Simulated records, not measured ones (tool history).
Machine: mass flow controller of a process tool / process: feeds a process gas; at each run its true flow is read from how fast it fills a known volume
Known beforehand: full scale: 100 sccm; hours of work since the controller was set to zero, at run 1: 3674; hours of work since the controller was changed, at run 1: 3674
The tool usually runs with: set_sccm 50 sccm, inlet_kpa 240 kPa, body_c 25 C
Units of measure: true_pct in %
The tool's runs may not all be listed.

run,hour,set_sccm,inlet_kpa,body_c,hours of work since the controller was set to zero,hours of work since the controller was changed,true_pct
1,0.0,50,240,25,3674,3674,100.86
2,201.3,50,240,25,3811,3811,100.91
3,358.1,50,240,25,3919,3919,100.93
# hour 565.3: controller's zero set anew
4,703.9,50,155,25,95,4155,103.06
5,1068.6,50,240,25,344,4404,102.75
6,1403.8,50,240,25,573,4633,102.73
7,1753.0,50,240,25,812,4872,102.71
8,2034.4,50,240,25,1005,5064,102.84
9,2376.2,50,240,25,1238,5298,102.86
10,2617.3,11,240,25,1403,5463,100.87
# hour 2874.3: controller exchanged for a calibrated one
11,2948.0,50,240,25,50,50,99.32
12,3259.6,50,240,25,263,263,99.37
13,3487.6,50,276,25,419,419,99.22
14,3686.3,50,276,25,555,555,99.27
15,4021.7,50,276,25,785,785,99.43
16,4380.6,50,276,25,1030,1030,99.49
17,4572.3,50,276,25,1161,1161,99.49
18,4766.2,50,178,25,1294,1294,100.08
19,4960.6,20,178,25,1426,1426,99.14
20,5135.3,20,178,25,1546,1546,99.02
21,5328.6,50,225,25,1678,1678,99.90
22,5566.2,50,225,25,1841,1841,100.12
23,5917.8,50,225,25,2081,2081,100.02
24,6155.7,50,240,25,2244,2244,100.09
25,6489.3,50,240,25,2472,2472,100.24
26,6844.1,50,240,25,2714,2714,100.28
27,7155.7,17,171,25,2927,2927,98.35
28,7355.9,14,240,29,3064,3064,97.63
29,7683.9,19,241,37,3289,3289,98.97
30,7950.5,27,155,27,3471,3471,99.79
31,8321.9,65,201,37,3725,3725,101.81
32,8565.2,12,174,29,3891,3891,96.56
# hour 8822.3: controller's zero set anew
33,8902.2,12,141,25,55,4121,102.37

Predict the results of run 34:
34,9058.4,50,170,27,161,4228,?

true_pct: 102.72 %
If the tool had no hidden condition, the same run with the same run-to-run variation would have returned true_pct 100.04 %.

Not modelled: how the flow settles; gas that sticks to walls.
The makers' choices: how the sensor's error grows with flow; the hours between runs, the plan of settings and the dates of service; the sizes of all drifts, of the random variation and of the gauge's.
